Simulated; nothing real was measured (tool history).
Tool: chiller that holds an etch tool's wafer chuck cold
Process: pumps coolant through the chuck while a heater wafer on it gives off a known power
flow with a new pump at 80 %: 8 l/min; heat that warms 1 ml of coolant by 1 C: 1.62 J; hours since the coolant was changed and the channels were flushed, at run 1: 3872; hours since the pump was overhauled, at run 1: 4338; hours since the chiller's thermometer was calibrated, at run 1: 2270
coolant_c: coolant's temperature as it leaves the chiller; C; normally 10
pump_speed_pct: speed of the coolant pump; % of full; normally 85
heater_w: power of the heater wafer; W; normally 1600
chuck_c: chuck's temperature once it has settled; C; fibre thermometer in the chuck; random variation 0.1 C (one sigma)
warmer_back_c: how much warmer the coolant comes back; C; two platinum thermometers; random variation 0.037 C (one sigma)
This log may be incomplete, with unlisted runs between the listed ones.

| run | hour | coolant_c | pump_speed_pct | heater_w | hours since the coolant was changed and the channels were flushed | hours since the pump was overhauled | hours since the chiller's thermometer was calibrated | chuck_c | warmer_back_c |
|---|---|---|---|---|---|---|---|---|---|
| 1 | 0 | 10 | 85 | 1600 | 3872 | 4338 | 2270 | 24 | 7.38 |
| 2 | 100.5 | 10 | 85 | 1600 | 3973 | 4438 | 2370 | 24 | 7.34 |
| 3 | 159.5 | 10 | 85 | 1600 | 4032 | 4497 | 2429 | 24 | 7.37 |
| 4 | 241.9 | 10 | 75 | 1600 | 4114 | 4579 | 2511 | 26 | 8.39 |
| 5 | 311 | 10 | 75 | 1600 | 4183 | 4649 | 2580 | 25.9 | 8.41 |
|  | 331 | chiller's thermometer calibrated |
| 6 | 385.1 | 10 | 85 | 1600 | 4257 | 4722 | 54 | 24.1 | 7.41 |
| 7 | 481.2 | 10 | 85 | 2050 | 4353 | 4818 | 150 | 28.2 | 9.44 |
| 8 | 594.4 | 10 | 85 | 2050 | 4466 | 4931 | 263 | 28.2 | 9.43 |
| 9 | 663.7 | 10 | 82 | 1600 | 4535 | 5000 | 333 | 24.8 | 7.64 |
| 10 | 765.5 | 16 | 82 | 1600 | 4637 | 5102 | 434 | 30.9 | 7.7 |
| 11 | 856.5 | 10 | 85 | 1923 | 4728 | 5193 | 525 | 27.3 | 8.93 |
| 12 | 937.9 | 10 | 85 | 1550 | 4809 | 5274 | 607 | 24.1 | 7.24 |
| 13 | 991.7 | 10 | 85 | 1600 | 4863 | 5328 | 661 | 24.3 | 7.49 |
| 14 | 1061.6 | 10 | 85 | 1600 | 4933 | 5398 | 731 | 24.5 | 7.43 |
| 15 | 1156.3 | 10 | 91 | 1600 | 5028 | 5493 | 825 | 23.6 | 7.01 |
| 16 | 1266.1 | 10 | 85 | 1600 | 5137 | 5603 | 935 | 24.7 | 7.5 |
| 17 | 1339.3 | 10 | 85 | 1600 | 5211 | 5676 | 1008 | 24.4 | 7.46 |
| 18 | 1422.2 | 10 | 85 | 1600 | 5294 | 5759 | 1091 | 24.6 | 7.52 |
| 19 | 1509.8 | 12 | 93 | 1001 | 5381 | 5846 | 1179 | 20.4 | 4.25 |
| 20 | 1593 | 12 | 93 | 1001 | 5464 | 5929 | 1262 | 20.4 | 4.28 |
| 21 | 1671.9 | 12 | 93 | 1001 | 5543 | 6008 | 1341 | 20.3 | 4.27 |
| 22 | 1769.7 | 12 | 84 | 1025 | 5641 | 6106 | 1439 | 21.5 | 4.9 |
| 23 | 1865 | 11 | 95 | 1055 | 5736 | 6202 | 1534 | 19.9 | 4.45 |
| 24 | 1930.3 | 8 | 90 | 1600 | 5802 | 6267 | 1599 | 21.8 | 7.19 |
| 25 | 2031.4 | 8 | 90 | 1600 | 5903 | 6368 | 1700 | 22.1 | 7.13 |
| 26 | 2117.8 | 10 | 93 | 914 | 5989 | 6454 | 1787 | 17.8 | 3.89 |
| 27 | 2171.5 | 10 | 93 | 914 | 6043 | 6508 | 1840 | 17.9 | 3.96 |
| 28 | 2248.7 | 14 | 85 | 994 | 6120 | 6585 | 1918 | 23.3 | 4.69 |
| 29 | 2314 | 13 | 66 | 1722 | 6185 | 6651 | 1983 | 33.5 | 10.63 |
| 30 | 2380 | 10 | 83 | 865 | 6251 | 6717 | 2049 | 18.4 | 4.17 |
| 31 | 2474.1 | 10 | 83 | 865 | 6345 | 6811 | 2143 | 18.2 | 4.2 |
| 32 | 2529.7 | 10 | 83 | 865 | 6401 | 6866 | 2199 | 18.5 | 4.26 |

For some of the steps in chuck_c from one run to the next: how much would appear even if the tool had no hidden state, given the settings, what came in and random variation, and how much remains for the hidden state plus any gauge scatter that the measured result and the result without hidden state don't share?
The hidden state here: heat passed by the chuck's channels, % of clean ones'; flow at a given pump speed, % of a new pump's; coolant's true temperature over the reading, C; drift of the gauge itself on chuck_c, C; drift of the gauge itself on warmer_back_c, C.
Run 9 -> 10: coolant_c 10 -> 16. chuck_c +6.1 C: hidden state +0.1, all else +6.
Run 25 -> 26: coolant_c 8 -> 10, pump_speed_pct 90 -> 93, heater_w 1600 -> 914. chuck_c -4.3 C: hidden state -0.8, all else -3.5.
Run 28 -> 29: coolant_c 14 -> 13, pump_speed_pct 85 -> 66, heater_w 994 -> 1722. chuck_c +10.2 C: hidden state +1.4, all else +8.8.
Run 29 -> 30: coolant_c 13 -> 10, pump_speed_pct 66 -> 83, heater_w 1722 -> 865. chuck_c -15.1 C: hidden state -1.4, all else -13.7.

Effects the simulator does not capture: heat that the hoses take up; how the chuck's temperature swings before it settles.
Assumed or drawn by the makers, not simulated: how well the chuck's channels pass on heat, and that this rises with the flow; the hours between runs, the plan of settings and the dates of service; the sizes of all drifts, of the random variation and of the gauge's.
